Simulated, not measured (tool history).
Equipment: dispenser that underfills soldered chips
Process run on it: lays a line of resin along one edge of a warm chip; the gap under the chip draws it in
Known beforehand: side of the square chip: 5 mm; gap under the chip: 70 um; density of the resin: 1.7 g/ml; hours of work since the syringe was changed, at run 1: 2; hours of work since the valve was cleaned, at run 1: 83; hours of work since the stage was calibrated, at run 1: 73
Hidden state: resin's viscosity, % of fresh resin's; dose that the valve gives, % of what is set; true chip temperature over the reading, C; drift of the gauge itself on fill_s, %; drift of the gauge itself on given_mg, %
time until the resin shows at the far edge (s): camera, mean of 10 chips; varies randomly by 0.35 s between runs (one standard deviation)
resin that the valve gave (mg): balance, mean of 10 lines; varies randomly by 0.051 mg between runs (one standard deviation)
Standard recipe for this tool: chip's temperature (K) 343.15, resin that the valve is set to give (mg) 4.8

run,hour,chip's temperature (K),resin that the valve is set to give (mg),hours of work since the syringe was changed,hours of work since the valve was cleaned,hours of work since the stage was calibrated,time until the resin shows at the far edge (s),resin that the valve gave (mg)
1,0,343.15,4.8,2,83,73,19.8,4.5
2,6.2,343.15,4.8,7,87,77,26.4,4.53
# hour 8.4: new syringe of resin
3,12.1,343.15,4.37,3,91,81,21.2,3.99
4,18.6,342.15,4.8,7,96,86,30.3,4.4
# hour 20.2: new syringe of resin
# hour 22.1: dispensing valve cleaned and set on the balance
5,24.6,342.15,4.8,2,2,89,21.1,4.81
6,27.7,334.15,4.8,5,4,91,38.3,4.77
# hour 32.9: new syringe of resin
7,33.5,343.15,4.8,0,8,95,18.3,4.79
8,36.6,343.15,4.8,3,10,98,21.4,4.69
9,41.4,343.15,4.34,6,14,101,26.6,4.22
# hour 45: new syringe of resin
10,46.5,343.15,4.8,1,17,104,19.3,4.73
11,53.4,343.15,4.8,6,22,109,25.4,4.78
# hour 56.8: new syringe of resin
12,59.2,342.15,5.62,2,26,113,20.1,5.52
13,62.2,335.15,4.11,4,28,116,37.2,4.06
14,65.3,341.15,4.53,6,30,118,28.6,4.46
# hour 68.5: new syringe of resin
15,72.3,341.15,4.53,3,35,123,24.5,4.37
16,77.2,341.15,4.53,6,39,126,29.7,4.4
# hour 80.4: new syringe of resin
17,81.5,345.15,4.34,1,42,129,16.9,4.19
18,88.4,345.15,4.34,6,47,134,23.7,4.06
# hour 92.3: new syringe of resin
19,94.5,356.15,5.13,2,51,138,9.1,4.98
20,99.1,356.15,5.13,5,54,141,12,4.93
21,102.6,331.15,5.79,7,57,144,54.2,5.58

3 options for the next run, each taken on its own from the tool as it stands now. Forecast them:
# hour 104.5: new syringe of resin
A,109.9,343.15,5.97,4,62,149,?,?
# hour 104.5: new syringe of resin
B,109.9,338.15,5.05,4,62,149,?,?
# hour 104.5: new syringe of resin
C,109.9,335.15,4.94,4,62,149,?,?

run,time until the resin shows at the far edge (s),resin that the valve gave (mg)
A,21.7,5.77
B,29.2,4.81
C,34.9,4.71
What these runs would have given with no unlogged condition in the tool:
run,time until the resin shows at the far edge (s),resin that the valve gave (mg)
A,16.4,6.06
B,22.2,5.05
C,26.4,4.95
